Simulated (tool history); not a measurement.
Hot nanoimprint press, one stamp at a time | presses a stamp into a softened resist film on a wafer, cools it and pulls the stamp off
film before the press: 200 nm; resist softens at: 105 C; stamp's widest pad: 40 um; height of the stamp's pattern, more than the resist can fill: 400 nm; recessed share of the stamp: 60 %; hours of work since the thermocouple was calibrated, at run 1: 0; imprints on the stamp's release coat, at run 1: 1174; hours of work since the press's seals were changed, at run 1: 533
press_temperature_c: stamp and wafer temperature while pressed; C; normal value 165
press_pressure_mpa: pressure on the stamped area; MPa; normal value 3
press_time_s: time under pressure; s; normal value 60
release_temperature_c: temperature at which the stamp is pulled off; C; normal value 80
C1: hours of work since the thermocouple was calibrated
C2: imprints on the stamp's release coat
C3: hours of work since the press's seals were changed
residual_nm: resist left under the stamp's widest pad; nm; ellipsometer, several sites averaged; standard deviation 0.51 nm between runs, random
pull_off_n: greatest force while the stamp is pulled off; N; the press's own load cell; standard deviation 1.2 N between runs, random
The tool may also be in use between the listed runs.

Run 1, hour 0: usual settings; C1 0; C2 1174; C3 533. Result: residual_nm 104.2 nm, pull_off_n 106 N.
At hour 32.5: stamp cleaned and given a new release coat.
Run 2, hour 75: usual settings but press_temperature_c 156 C; C1 39; C2 164; C3 572. Result: residual_nm 154.1 nm, pull_off_n 107 N.
Run 3, hour 156.1: usual settings but press_temperature_c 156 C; C1 84; C2 478; C3 618. Result: residual_nm 154.1 nm, pull_off_n 106 N.
Run 4, hour 208.7: usual settings but press_pressure_mpa 2.03 MPa; C1 114; C2 681; C3 647. Result: residual_nm 123.8 nm, pull_off_n 107 N.
Run 5, hour 290.1: usual settings but press_pressure_mpa 2.03 MPa; C1 160; C2 995; C3 693. Result: residual_nm 123 nm, pull_off_n 108 N.
Run 6, hour 326.1: usual settings but press_pressure_mpa 2.03 MPa; C1 180; C2 1134; C3 713. Result: residual_nm 124 nm, pull_off_n 107 N.
At hour 369.2: stamp cleaned and given a new release coat.
Run 7, hour 399: usual settings but press_pressure_mpa 2.03 MPa; C1 217; C2 115; C3 751. Result: residual_nm 123.2 nm, pull_off_n 106 N.
Run 8, hour 477.2: usual settings but press_temperature_c 166 C, press_pressure_mpa 3.69 MPa; C1 261; C2 417; C3 795. Result: residual_nm 89.6 nm, pull_off_n 104 N.

What will run 9 give?
Run 9, hour 517.6: usual settings but press_pressure_mpa 3.61 MPa, press_time_s 109 s, release_temperature_c 75 C; C1 284; C2 573; C3 817. Result: residual_nm ?, pull_off_n ?.

{"run 9": {"residual_nm": 77.6, "pull_off_n": 115}}
Minus the tool's unlogged condition, the same run would have read residual_nm 77.5 nm, pull_off_n 115 N.
